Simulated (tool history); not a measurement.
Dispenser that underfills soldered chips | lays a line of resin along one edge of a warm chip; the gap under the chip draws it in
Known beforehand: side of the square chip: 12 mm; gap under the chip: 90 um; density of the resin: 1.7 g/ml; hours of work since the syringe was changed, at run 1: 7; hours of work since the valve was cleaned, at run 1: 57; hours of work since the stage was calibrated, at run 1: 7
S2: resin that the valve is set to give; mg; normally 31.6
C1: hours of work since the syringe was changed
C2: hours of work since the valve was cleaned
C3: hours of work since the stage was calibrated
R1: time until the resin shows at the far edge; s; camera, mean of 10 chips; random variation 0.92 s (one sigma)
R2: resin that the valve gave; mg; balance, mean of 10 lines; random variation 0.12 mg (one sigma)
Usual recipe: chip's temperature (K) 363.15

{"run": 1, "hour": 0.0, "chip's temperature (K)": 363.15, "S2": 31.6, "C1": 7, "C2": 57, "C3": 7, "R1": 136.0, "R2": 30.1}
{"run": 2, "hour": 3.7, "chip's temperature (K)": 363.15, "S2": 37.9, "C1": 10, "C2": 60, "C3": 10, "R1": 159.3, "R2": 36.18}
{"hour": 5.5, "done": "new syringe of resin"}
{"run": 3, "hour": 6.9, "chip's temperature (K)": 359.15, "S2": 31.6, "C1": 1, "C2": 62, "C3": 12, "R1": 111.3, "R2": 30.06}
{"run": 4, "hour": 11.0, "chip's temperature (K)": 363.15, "S2": 31.6, "C1": 4, "C2": 65, "C3": 15, "R1": 112.8, "R2": 29.76}
{"run": 5, "hour": 15.3, "chip's temperature (K)": 363.15, "S2": 31.6, "C1": 7, "C2": 68, "C3": 18, "R1": 137.5, "R2": 29.98}
{"run": 6, "hour": 17.9, "chip's temperature (K)": 363.15, "S2": 31.6, "C1": 9, "C2": 70, "C3": 20, "R1": 161.0, "R2": 29.86}
{"hour": 19.9, "done": "new syringe of resin"}
{"run": 7, "hour": 21.0, "chip's temperature (K)": 363.15, "S2": 31.6, "C1": 1, "C2": 72, "C3": 22, "R1": 93.1, "R2": 29.88}
{"run": 8, "hour": 25.4, "chip's temperature (K)": 363.15, "S2": 31.6, "C1": 4, "C2": 76, "C3": 25, "R1": 113.1, "R2": 29.71}
{"run": 9, "hour": 29.0, "chip's temperature (K)": 359.15, "S2": 31.6, "C1": 7, "C2": 78, "C3": 28, "R1": 162.7, "R2": 29.63}
{"run": 10, "hour": 33.4, "chip's temperature (K)": 359.15, "S2": 31.6, "C1": 10, "C2": 82, "C3": 31, "R1": 207.8, "R2": 29.75}
{"hour": 34.4, "done": "new syringe of resin"}
{"run": 11, "hour": 39.2, "chip's temperature (K)": 359.15, "S2": 31.6, "C1": 4, "C2": 86, "C3": 36, "R1": 133.2, "R2": 29.42}
{"run": 12, "hour": 44.0, "chip's temperature (K)": 366.15, "S2": 31.6, "C1": 7, "C2": 90, "C3": 39, "R1": 120.5, "R2": 29.26}
{"run": 13, "hour": 47.6, "chip's temperature (K)": 363.15, "S2": 29.4, "C1": 10, "C2": 92, "C3": 42, "R1": 171.4, "R2": 27.25}
{"hour": 48.9, "done": "new syringe of resin"}
{"run": 14, "hour": 52.2, "chip's temperature (K)": 363.15, "S2": 29.4, "C1": 2, "C2": 96, "C3": 45, "R1": 105.3, "R2": 27.2}
{"run": 15, "hour": 56.4, "chip's temperature (K)": 363.15, "S2": 29.4, "C1": 6, "C2": 99, "C3": 48, "R1": 128.9, "R2": 27.21}
{"hour": 60.7, "done": "dispensing valve cleaned and set on the balance"}
{"run": 16, "hour": 62.6, "chip's temperature (K)": 363.15, "S2": 29.4, "C1": 10, "C2": 1, "C3": 52, "R1": 161.0, "R2": 29.25}
{"hour": 64.4, "done": "new syringe of resin"}
{"run": 17, "hour": 67.1, "chip's temperature (K)": 363.15, "S2": 29.4, "C1": 2, "C2": 5, "C3": 55, "R1": 100.9, "R2": 29.15}
{"run": 18, "hour": 70.2, "chip's temperature (K)": 363.15, "S2": 29.4, "C1": 4, "C2": 7, "C3": 58, "R1": 114.6, "R2": 29.23}
{"run": 19, "hour": 72.8, "chip's temperature (K)": 363.15, "S2": 29.4, "C1": 6, "C2": 9, "C3": 60, "R1": 134.0, "R2": 29.32}
{"run": 20, "hour": 75.5, "chip's temperature (K)": 363.15, "S2": 29.4, "C1": 8, "C2": 11, "C3": 62, "R1": 148.1, "R2": 29.36}
{"hour": 78.8, "done": "new syringe of resin"}
{"run": 21, "hour": 79.4, "chip's temperature (K)": 363.15, "S2": 29.4, "C1": 0, "C2": 14, "C3": 64, "R1": 87.7, "R2": 29.12}
{"run": 22, "hour": 83.5, "chip's temperature (K)": 349.15, "S2": 27.5, "C1": 4, "C2": 17, "C3": 68, "R1": 213.7, "R2": 26.79}
{"run": 23, "hour": 86.5, "chip's temperature (K)": 359.15, "S2": 27.8, "C1": 6, "C2": 19, "C3": 70, "R1": 152.0, "R2": 27.31}
{"run": 24, "hour": 90.7, "chip's temperature (K)": 359.15, "S2": 27.8, "C1": 9, "C2": 22, "C3": 73, "R1": 185.4, "R2": 27.37}
{"hour": 93.3, "done": "new syringe of resin"}
{"run": 25, "hour": 95.5, "chip's temperature (K)": 359.15, "S2": 27.8, "C1": 2, "C2": 26, "C3": 76, "R1": 117.5, "R2": 27.29}
{"run": 26, "hour": 99.1, "chip's temperature (K)": 367.15, "S2": 33.0, "C1": 4, "C2": 28, "C3": 79, "R1": 95.3, "R2": 32.3}
{"run": 27, "hour": 101.4, "chip's temperature (K)": 362.15, "S2": 29.1, "C1": 6, "C2": 30, "C3": 81, "R1": 135.5, "R2": 28.36}
{"run": 28, "hour": 106.7, "chip's temperature (K)": 362.15, "S2": 29.1, "C1": 10, "C2": 34, "C3": 85, "R1": 173.4, "R2": 28.19}
{"hour": 107.7, "done": "new syringe of resin"}
{"run": 29, "hour": 110.3, "chip's temperature (K)": 362.15, "S2": 29.1, "C1": 2, "C2": 36, "C3": 87, "R1": 104.9, "R2": 28.34}
{"run": 30, "hour": 113.0, "chip's temperature (K)": 365.15, "S2": 31.2, "C1": 4, "C2": 38, "C3": 89, "R1": 100.8, "R2": 30.15}
{"run": 31, "hour": 118.4, "chip's temperature (K)": 365.15, "S2": 31.2, "C1": 8, "C2": 43, "C3": 93, "R1": 135.5, "R2": 30.31}
{"hour": 122.1, "done": "new syringe of resin"}
{"run": 32, "hour": 122.2, "chip's temperature (K)": 365.15, "S2": 31.2, "C1": 0, "C2": 45, "C3": 96, "R1": 76.3, "R2": 29.87}
{"run": 33, "hour": 126.5, "chip's temperature (K)": 361.15, "S2": 33.2, "C1": 3, "C2": 48, "C3": 99, "R1": 112.8, "R2": 31.88}
{"run": 34, "hour": 131.6, "chip's temperature (K)": 351.15, "S2": 38.6, "C1": 7, "C2": 52, "C3": 103, "R1": 230.2, "R2": 37.2}
{"hour": 136.4, "done": "new syringe of resin"}
{"run": 35, "hour": 136.4, "chip's temperature (K)": 371.15, "S2": 34.8, "C1": 0, "C2": 56, "C3": 107, "R1": 58.9, "R2": 33.18}
{"run": 36, "hour": 140.5, "chip's temperature (K)": 371.15, "S2": 40.4, "C1": 3, "C2": 59, "C3": 110, "R1": 73.6, "R2": 38.3}

Pick out some run-to-run changes in R1. Of each, how much would a tool without hidden state show as well, from the settings, what came in and chance, and how much is left for the hidden state and any gauge scatter not in both results compared?
The tool's hidden condition here consists of: resin's viscosity, % of fresh resin's; dose that the valve gives, % of what is set; true chip temperature over the reading, C; drift of the gauge itself on fill_s, %; drift of the gauge itself on given_mg, %.
Run 10 -> 11: new syringe of resin. R1 -74.6 s: hidden state -73.0, all else -1.6.
Run 21 -> 22: chip's temperature (K) 363.15 -> 349.15, S2 29.4 -> 27.5. R1 +126.0 s: hidden state +38.0, all else +88.0.
Run 28 -> 29: new syringe of resin. R1 -68.5 s: hidden state -69.6, all else +1.1.
Run 33 -> 34: chip's temperature (K) 361.15 -> 351.15, S2 33.2 -> 38.6. R1 +117.4 s: hidden state +60.8, all else +56.6.
Run 34 -> 35: chip's temperature (K) 351.15 -> 371.15, S2 38.6 -> 34.8, new syringe of resin. R1 -171.3 s: hidden state -78.8, all else -92.5.
